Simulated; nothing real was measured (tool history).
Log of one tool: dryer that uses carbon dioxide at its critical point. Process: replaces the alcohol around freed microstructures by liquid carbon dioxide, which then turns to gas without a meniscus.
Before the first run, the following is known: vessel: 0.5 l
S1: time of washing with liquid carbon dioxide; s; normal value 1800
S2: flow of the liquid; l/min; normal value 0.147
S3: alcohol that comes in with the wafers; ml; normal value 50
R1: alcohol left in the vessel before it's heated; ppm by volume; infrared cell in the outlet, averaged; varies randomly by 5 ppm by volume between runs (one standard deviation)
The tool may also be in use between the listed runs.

run 1 hour=0 | S1=1800 S2=0.147 S3=50 | R1=75
run 2 hour=56.2 | S1=1800 S2=0.147 S3=50 | R1=101
run 3 hour=101.7 | S1=1800 S2=0.147 S3=50 | R1=118
run 4 hour=148.5 | S1=1800 S2=0.147 S3=50 | R1=143
run 5 hour=213.2 | S1=1800 S2=0.124 S3=50 | R1=273
run 6 hour=265.7 | S1=1800 S2=0.101 S3=50 | R1=669
run 7 hour=297.2 | S1=1800 S2=0.101 S3=50 | R1=713
run 8 hour=342.3 | S1=1800 S2=0.101 S3=50 | R1=794
run 9 hour=386.5 | S1=1800 S2=0.101 S3=50 | R1=497
run 10 hour=430.3 | S1=1800 S2=0.101 S3=50 | R1=532
run 11 hour=469.5 | S1=1800 S2=0.101 S3=50 | R1=574
run 12 hour=508.7 | S1=1800 S2=0.101 S3=50 | R1=619
run 13 hour=581.3 | S1=1800 S2=0.101 S3=50 | R1=702
run 14 hour=617.3 | S1=1800 S2=0.101 S3=50 | R1=725
run 15 hour=687.2 | S1=1800 S2=0.101 S3=50 | R1=634
run 16 hour=739.5 | S1=1620 S2=0.147 S3=50 | R1=177
run 17 hour=800.9 | S1=1620 S2=0.147 S3=50 | R1=120
run 18 hour=867.5 | S1=1800 S2=0.147 S3=50 | R1=99
run 19 hour=905.5 | S1=1800 S2=0.147 S3=50 | R1=116
run 20 hour=954.8 | S1=1800 S2=0.147 S3=50 | R1=133
run 21 hour=1022.7 | S1=1800 S2=0.147 S3=50 | R1=147
run 22 hour=1087.2 | S1=2280 S2=0.147 S3=50 | R1=127
run 23 hour=1157.3 | S1=1080 S2=0.102 S3=50 | R1=5085
run 24 hour=1189.1 | S1=1860 S2=0.102 S3=63 | R1=511
run 25 hour=1221.7 | S1=1860 S2=0.102 S3=63 | R1=529
run 26 hour=1278.4 | S1=1860 S2=0.102 S3=63 | R1=591
run 27 hour=1339.5 | S1=1980 S2=0.147 S3=29 | R1=182
run 28 hour=1411 | S1=1980 S2=0.147 S3=29 | R1=203
run 29 hour=1478.2 | S1=2400 S2=0.112 S3=50 | R1=256
run 30 hour=1512.4 | S1=2400 S2=0.112 S3=50 | R1=275
run 31 hour=1548.5 | S1=2400 S2=0.112 S3=50 | R1=78
run 32 hour=1589.8 | S1=2520 S2=0.112 S3=37 | R1=43
run 33 hour=1641.2 | S1=2280 S2=0.111 S3=39 | R1=77
run 34 hour=1685.3 | S1=2280 S2=0.111 S3=39 | R1=90
run 35 hour=1728.1 | S1=2280 S2=0.111 S3=39 | R1=100
run 36 hour=1797.8 | S1=1260 S2=0.118 S3=39 | R1=1228
run 37 hour=1867.4 | S1=1980 S2=0.109 S3=25 | R1=190
run 38 hour=1925.8 | S1=2760 S2=0.147 S3=35 | R1=95
run 39 hour=1973.3 | S1=1140 S2=0.118 S3=37 | R1=1359
run 40 hour=2037.8 | S1=1140 S2=0.118 S3=37 | R1=1435
run 41 hour=2082.3 | S1=1980 S2=0.118 S3=37 | R1=212
run 42 hour=2131.2 | S1=1380 S2=0.113 S3=41 | R1=1008
run 43 hour=2176.8 | S1=1800 S2=0.147 S3=37 | R1=209
run 44 hour=2240.8 | S1=1800 S2=0.147 S3=37 | R1=224

Taken out of this log: 7 entries between the listed runs. Where each belongs, and how the hidden state differs across it:
In the gap between runs 8 and 9: inlet filter changed (hour 386.5)
  flow that reaches the vessel past the clogged filter, %: 88.5 -> 99.9; alcohol in the recycled carbon dioxide, ppm: 133 -> 143.6
  what was measured, less what the result would be without the hidden state, R1: +446 -> +142 ppm by volume
In the gap between runs 14 and 15: purifier's bed changed (hour 655.4)
  flow that reaches the vessel past the clogged filter, %: 92.4 -> 90.3; alcohol in the recycled carbon dioxide, ppm: 199.4 -> 13.3
  what was measured, less what the result would be without the hidden state, R1: +384 -> +270 ppm by volume
In the gap between runs 16 and 17: inlet filter changed (hour 775.8)
  flow that reaches the vessel past the clogged filter, %: 88.6 -> 98.7; alcohol in the recycled carbon dioxide, ppm: 26 -> 40.7
  what was measured, less what the result would be without the hidden state, R1: +109 -> +41 ppm by volume
In the gap between runs 23 and 24: inlet filter changed (hour 1166.5)
  flow that reaches the vessel past the clogged filter, %: 87.4 -> 98.9; alcohol in the recycled carbon dioxide, ppm: 127.9 -> 135.8
  what was measured, less what the result would be without the hidden state, R1: +1859 -> +158 ppm by volume
In the gap between runs 30 and 31: purifier's bed changed (hour 1519.2)
  flow that reaches the vessel past the clogged filter, %: 88.2 -> 87.2; alcohol in the recycled carbon dioxide, ppm: 213.2 -> 11.8
  what was measured, less what the result would be without the hidden state, R1: +248 -> +53 ppm by volume
In the gap between runs 31 and 32: inlet filter changed (hour 1560.3)
  flow that reaches the vessel past the clogged filter, %: 87.2 -> 98.7; alcohol in the recycled carbon dioxide, ppm: 11.8 -> 21.7
  what was measured, less what the result would be without the hidden state, R1: +53 -> +19 ppm by volume
In the gap between runs 38 and 39: inlet filter changed (hour 1950.9)
  flow that reaches the vessel past the clogged filter, %: 88.4 -> 98.9; alcohol in the recycled carbon dioxide, ppm: 99.8 -> 112.6
  what was measured, less what the result would be without the hidden state, R1: +94 -> +167 ppm by volume
